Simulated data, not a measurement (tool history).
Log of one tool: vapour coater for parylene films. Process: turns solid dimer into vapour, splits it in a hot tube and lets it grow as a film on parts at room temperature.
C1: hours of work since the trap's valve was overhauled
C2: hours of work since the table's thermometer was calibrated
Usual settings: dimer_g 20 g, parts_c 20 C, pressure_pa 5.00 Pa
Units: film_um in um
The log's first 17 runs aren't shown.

Run 18, hour 945.1: usual settings but dimer_g 35 g, parts_c 28 C, pressure_pa 11.63 Pa; C1 101; C2 155. Result: film_um 4.10 um.
Run 19, hour 977.6: usual settings but dimer_g 26 g, parts_c 28 C, pressure_pa 6.97 Pa; C1 129; C2 184. Result: film_um 3.20 um.
Run 20, hour 1036.4: usual settings but pressure_pa 11.84 Pa; C1 180; C2 235. Result: film_um 3.17 um.
At hour 1083.9: trap's valve overhauled.
Run 21, hour 1090.0: usual settings but dimer_g 9 g, parts_c 27 C, pressure_pa 4.59 Pa; C1 5; C2 278. Result: film_um 1.22 um.
Run 22, hour 1152.9: usual settings but dimer_g 10 g, parts_c 12 C, pressure_pa 5.43 Pa; C1 60; C2 333. Result: film_um 2.30 um.
Run 23, hour 1207.2: usual settings but dimer_g 10 g, parts_c 12 C, pressure_pa 5.43 Pa; C1 108; C2 380. Result: film_um 2.28 um.
Run 24, hour 1270.4: usual settings but dimer_g 10 g, parts_c 12 C, pressure_pa 5.43 Pa; C1 163; C2 436. Result: film_um 2.29 um.
Run 25, hour 1302.4: usual settings but dimer_g 14 g, parts_c 28 C, pressure_pa 2.17 Pa; C1 190; C2 463. Result: film_um 1.91 um.
At hour 1336.5: trap's valve overhauled.
Run 26, hour 1377.5: usual settings but dimer_g 27 g, pressure_pa 4.14 Pa; C1 36; C2 525. Result: film_um 4.66 um.
Run 27, hour 1431.2: usual settings but dimer_g 17 g, parts_c 17 C, pressure_pa 6.71 Pa; C1 83; C2 572. Result: film_um 3.14 um.
Run 28, hour 1479.7: usual settings but dimer_g 27 g, parts_c 21 C, pressure_pa 2.65 Pa; C1 125; C2 615. Result: film_um 4.74 um.
Run 29, hour 1533.2: usual settings but dimer_g 36 g, parts_c 24 C, pressure_pa 2.65 Pa; C1 171; C2 661. Result: film_um 5.63 um.
At hour 1585.1: trap's valve overhauled.
Run 30, hour 1601.9: usual settings but dimer_g 14 g, parts_c 24 C, pressure_pa 5.02 Pa; C1 15; C2 718. Result: film_um 2.07 um.

4 ways to go on from here, each from the tool as it stands after run 30. What would each give?
Run A, hour 1651.0: usual settings but dimer_g 10 g, parts_c 14 C, pressure_pa 4.03 Pa; C1 57; C2 760. Result: film_um ?.
Run B, hour 1651.0: usual settings but dimer_g 27 g, parts_c 22 C; C1 57; C2 760. Result: film_um ?.
Run C, hour 1651.0: usual settings but dimer_g 25 g, parts_c 26 C; C1 57; C2 760. Result: film_um ?.
Run D, hour 1651.0: usual settings but dimer_g 23 g, parts_c 16 C, pressure_pa 2.48 Pa; C1 57; C2 760. Result: film_um ?.

run  film_um
  A     2.20
  B     4.29
  C     3.42
  D     4.90
Without the tool's hidden state the same runs would have given:
run  film_um
  A     2.20
  B     4.29
  C     3.42
  D     4.90
